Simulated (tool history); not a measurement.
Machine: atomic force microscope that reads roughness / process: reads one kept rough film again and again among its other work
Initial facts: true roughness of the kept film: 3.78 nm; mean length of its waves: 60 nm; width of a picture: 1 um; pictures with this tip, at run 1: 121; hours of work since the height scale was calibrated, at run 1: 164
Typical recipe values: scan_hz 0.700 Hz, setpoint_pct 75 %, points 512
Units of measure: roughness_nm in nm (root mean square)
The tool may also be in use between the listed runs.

run   hour  scan_hz  setpoint_pct  points  pictures with this tip  hours of work since the height scale was calibrated  roughness_nm
  1    0.0    0.700            75     512                     121                                                  164         3.470
       3.2  -- new tip fitted
  2   14.3    0.700            75     512                      12                                                  170         3.496
  3   24.1    0.700            56     512                      23                                                  175         3.576
  4   38.6    0.700            75     512                      39                                                  182         3.473
  5   53.7    0.700            75     512                      55                                                  189         3.475
  6   63.7    0.700            75     512                      66                                                  193         3.487
  7   73.1    3.783            75     512                      77                                                  198         3.012
  8   81.0    3.783            75     512                      86                                                  202         3.015
  9   94.7    3.783            75     512                     101                                                  208         3.045
 10  105.4    3.783            75     512                     113                                                  213         3.009
     115.7  -- new tip fitted
 11  117.2    0.700            55     512                       1                                                  218         3.586
 12  132.9    0.700            75     512                      19                                                  226         3.488
 13  146.9    0.700            75     512                      34                                                  232         3.495
 14  161.8    0.700            75     715                      50                                                  239         3.509
 15  178.5    0.951            75     512                      69                                                  247         3.443
 16  194.7    0.962            75     512                      87                                                  254         3.431
 17  211.0    0.700            81     512                     105                                                  262         3.426
 18  220.7    0.700            88     512                     116                                                  267         3.371
     227.5  -- new tip fitted
 19  234.9    0.700            72     512                       8                                                  273         3.519
 20  250.0    0.700            82     512                      25                                                  280         3.450
 21  259.0    0.700            82     512                      35                                                  284         3.435
 22  269.0    2.480            75     604                      46                                                  289         3.232
 23  276.2    2.943            57     512                      54                                                  292         3.429
 24  285.8    2.943            57    1015                      64                                                  297         3.464
 25  293.3    1.033            75     667                      73                                                  300         3.435
 26  308.4    2.281            79     995                      89                                                  307         3.153
 27  319.3    2.281            79     995                     101                                                  313         3.159
 28  331.8    0.976            79     396                     115                                                  318         3.394
     339.4  -- new tip fitted
 29  342.7    0.976            79     396                       4                                                  323         3.416
 30  355.9    0.594            83     512                      18                                                  329         3.453
 31  369.6    1.943            82     261                      33                                                  336         3.137
 32  376.5    0.799            68     486                      41                                                  339         3.505
 33  387.0    3.698            68     682                      53                                                  344         3.203
 34  403.6    3.698            68     682                      71                                                  352         3.194
 35  415.0    2.584            89     820                      84                                                  357         2.863
 36  431.6    2.584            57     982                     102                                                  365         3.456

4 ways to go on from here, each from the tool as it stands after run 36. What would each give?
  A  441.2    1.438            57     478                     113                                                  369             ?
  B  441.2    2.067            73     982                     113                                                  369             ?
  C  441.2    1.632            86     534                     113                                                  369             ?
  D  441.2    1.563            73     303                     113                                                  369             ?

run  roughness_nm
  A         3.509
  B         3.328
  C         3.158
  D         3.343
What these runs would have given with no unlogged condition in the tool:
run  roughness_nm
  A         3.514
  B         3.333
  C         3.162
  D         3.348

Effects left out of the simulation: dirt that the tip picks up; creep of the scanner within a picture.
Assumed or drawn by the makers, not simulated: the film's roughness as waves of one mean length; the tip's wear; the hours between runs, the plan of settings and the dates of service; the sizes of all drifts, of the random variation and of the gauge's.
